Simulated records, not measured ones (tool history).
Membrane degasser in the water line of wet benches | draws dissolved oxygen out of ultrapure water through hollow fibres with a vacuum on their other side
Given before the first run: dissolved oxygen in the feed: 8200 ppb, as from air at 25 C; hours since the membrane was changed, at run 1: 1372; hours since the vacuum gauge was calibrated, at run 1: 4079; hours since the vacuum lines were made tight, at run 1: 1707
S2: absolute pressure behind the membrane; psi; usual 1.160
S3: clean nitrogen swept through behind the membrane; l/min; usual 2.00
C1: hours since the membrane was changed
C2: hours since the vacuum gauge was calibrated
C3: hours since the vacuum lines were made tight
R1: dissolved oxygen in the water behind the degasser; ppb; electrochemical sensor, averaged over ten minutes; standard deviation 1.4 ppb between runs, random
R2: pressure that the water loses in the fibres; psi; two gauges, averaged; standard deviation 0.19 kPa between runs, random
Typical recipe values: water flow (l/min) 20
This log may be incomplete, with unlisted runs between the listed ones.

{"run": 1, "day": 0.0, "water flow (l/min)": 20, "S2": 1.16, "S3": 2.0, "C1": 1372, "C2": 4079, "C3": 1707, "R1": 133.7, "R2": 5.297}
{"run": 2, "day": 8.183, "water flow (l/min)": 20, "S2": 1.16, "S3": 2.0, "C1": 1569, "C2": 4275, "C3": 1904, "R1": 136.1, "R2": 5.274}
{"run": 3, "day": 14.658, "water flow (l/min)": 20, "S2": 1.16, "S3": 2.0, "C1": 1724, "C2": 4431, "C3": 2059, "R1": 137.5, "R2": 5.298}
{"run": 4, "day": 21.171, "water flow (l/min)": 20, "S2": 1.16, "S3": 2.0, "C1": 1880, "C2": 4587, "C3": 2215, "R1": 137.5, "R2": 5.292}
{"run": 5, "day": 27.683, "water flow (l/min)": 20, "S2": 1.16, "S3": 0.97, "C1": 2037, "C2": 4743, "C3": 2372, "R1": 238.8, "R2": 5.258}
{"run": 6, "day": 35.388, "water flow (l/min)": 20, "S2": 1.16, "S3": 0.97, "C1": 2222, "C2": 4928, "C3": 2557, "R1": 240.2, "R2": 5.259}
{"run": 7, "day": 39.617, "water flow (l/min)": 27, "S2": 1.16, "S3": 0.97, "C1": 2323, "C2": 5030, "C3": 2658, "R1": 327.5, "R2": 7.097}
{"run": 8, "day": 44.988, "water flow (l/min)": 28, "S2": 1.16, "S3": 0.97, "C1": 2452, "C2": 5158, "C3": 2787, "R1": 342.5, "R2": 7.329}
{"run": 9, "day": 50.412, "water flow (l/min)": 20, "S2": 1.16, "S3": 2.0, "C1": 2582, "C2": 5289, "C3": 2917, "R1": 135.3, "R2": 5.243}
{"run": 10, "day": 56.871, "water flow (l/min)": 20, "S2": 1.16, "S3": 2.0, "C1": 2737, "C2": 5444, "C3": 3072, "R1": 137.7, "R2": 5.263}
{"run": 11, "day": 62.233, "water flow (l/min)": 20, "S2": 1.16, "S3": 2.0, "C1": 2866, "C2": 5572, "C3": 3201, "R1": 138.7, "R2": 5.175}
{"run": 12, "day": 68.858, "water flow (l/min)": 30, "S2": 1.16, "S3": 2.0, "C1": 3025, "C2": 5731, "C3": 3360, "R1": 231.4, "R2": 7.841}
{"run": 13, "day": 75.054, "water flow (l/min)": 30, "S2": 1.16, "S3": 2.0, "C1": 3173, "C2": 5880, "C3": 3509, "R1": 234.5, "R2": 7.789}
{"run": 14, "day": 82.546, "water flow (l/min)": 20, "S2": 2.244, "S3": 2.0, "C1": 3353, "C2": 6060, "C3": 3688, "R1": 306.9, "R2": 5.201}
{"run": 15, "day": 86.25, "water flow (l/min)": 20, "S2": 1.16, "S3": 2.0, "C1": 3442, "C2": 6149, "C3": 3777, "R1": 136.0, "R2": 5.187}
{"run": 16, "day": 92.688, "water flow (l/min)": 20, "S2": 1.16, "S3": 2.0, "C1": 3597, "C2": 6303, "C3": 3932, "R1": 137.1, "R2": 5.195}
{"run": 17, "day": 99.712, "water flow (l/min)": 31, "S2": 0.708, "S3": 2.0, "C1": 3765, "C2": 6472, "C3": 4100, "R1": 135.8, "R2": 8.047}
{"run": 18, "day": 106.1, "water flow (l/min)": 15, "S2": 1.033, "S3": 1.07, "C1": 3919, "C2": 6625, "C3": 4254, "R1": 134.2, "R2": 3.932}
{"run": 19, "day": 111.158, "water flow (l/min)": 15, "S2": 1.033, "S3": 1.07, "C1": 4040, "C2": 6747, "C3": 4375, "R1": 134.7, "R2": 3.886}
{"run": 20, "day": 117.675, "water flow (l/min)": 15, "S2": 1.033, "S3": 1.07, "C1": 4196, "C2": 6903, "C3": 4531, "R1": 134.9, "R2": 3.868}
{"run": 21, "day": 122.0, "water flow (l/min)": 20, "S2": 0.725, "S3": 2.09, "C1": 4300, "C2": 7007, "C3": 4635, "R1": 66.3, "R2": 5.155}
{"day": 123.212, "done": "seals of the vacuum lines changed"}
{"run": 22, "day": 125.654, "water flow (l/min)": 20, "S2": 0.725, "S3": 2.09, "C1": 4386, "C2": 7092, "C3": 59, "R1": 65.8, "R2": 5.149}
{"day": 128.958, "done": "gauge calibrated"}
{"run": 23, "day": 132.454, "water flow (l/min)": 25, "S2": 2.242, "S3": 1.73, "C1": 4549, "C2": 7256, "C3": 222, "R1": 428.4, "R2": 6.644}
{"day": 133.504, "done": "vacuum gauge calibrated"}
{"run": 24, "day": 137.046, "water flow (l/min)": 17, "S2": 2.242, "S3": 1.0, "C1": 4659, "C2": 85, "C3": 332, "R1": 464.8, "R2": 4.511}
{"run": 25, "day": 141.571, "water flow (l/min)": 20, "S2": 0.754, "S3": 2.0, "C1": 4767, "C2": 194, "C3": 440, "R1": 73.8, "R2": 5.287}
{"run": 26, "day": 145.429, "water flow (l/min)": 20, "S2": 1.466, "S3": 2.6, "C1": 4860, "C2": 286, "C3": 533, "R1": 150.9, "R2": 5.259}
{"run": 27, "day": 151.079, "water flow (l/min)": 20, "S2": 1.466, "S3": 2.6, "C1": 4996, "C2": 422, "C3": 668, "R1": 148.9, "R2": 5.319}
{"run": 28, "day": 157.438, "water flow (l/min)": 20, "S2": 1.466, "S3": 2.6, "C1": 5148, "C2": 574, "C3": 821, "R1": 148.4, "R2": 5.233}
{"run": 29, "day": 161.212, "water flow (l/min)": 13, "S2": 1.466, "S3": 2.6, "C1": 5239, "C2": 665, "C3": 911, "R1": 90.6, "R2": 3.427}
{"run": 30, "day": 167.562, "water flow (l/min)": 13, "S2": 1.466, "S3": 2.6, "C1": 5391, "C2": 817, "C3": 1064, "R1": 90.4, "R2": 3.442}
{"run": 31, "day": 174.625, "water flow (l/min)": 13, "S2": 0.994, "S3": 2.6, "C1": 5561, "C2": 987, "C3": 1233, "R1": 51.1, "R2": 3.41}

Hidden state or all else? Some run-to-run changes of R2, split into what the settings, what came in and random variation would give without the hidden state, and what is left for the hidden state (with any gauge scatter that isn't in both results):
Unlogged tool condition in this case: membrane still open, %; true pressure behind the membrane over the reading, kPa; air that leaks in behind the membrane, l/min; drift of the gauge itself on oxygen_ppb, %; drift of the gauge itself on loss_of_pressure_kpa, %.
Run 11 -> 12: water flow (l/min) 20 -> 30. R2 +2.666 psi: hidden state -0.045, all else +2.711.
Run 16 -> 17: water flow (l/min) 20 -> 31, S2 1.160 -> 0.708. R2 +2.851 psi: hidden state -0.067, all else +2.918.
Run 17 -> 18: water flow (l/min) 31 -> 15, S2 0.708 -> 1.033, S3 2.00 -> 1.07. R2 -4.115 psi: hidden state +0.081, all else -4.196.
Run 22 -> 23: water flow (l/min) 20 -> 25, S2 0.725 -> 2.242, S3 2.09 -> 1.73, gauge calibrated. R2 +1.495 psi: hidden state +0.135, all else +1.360.

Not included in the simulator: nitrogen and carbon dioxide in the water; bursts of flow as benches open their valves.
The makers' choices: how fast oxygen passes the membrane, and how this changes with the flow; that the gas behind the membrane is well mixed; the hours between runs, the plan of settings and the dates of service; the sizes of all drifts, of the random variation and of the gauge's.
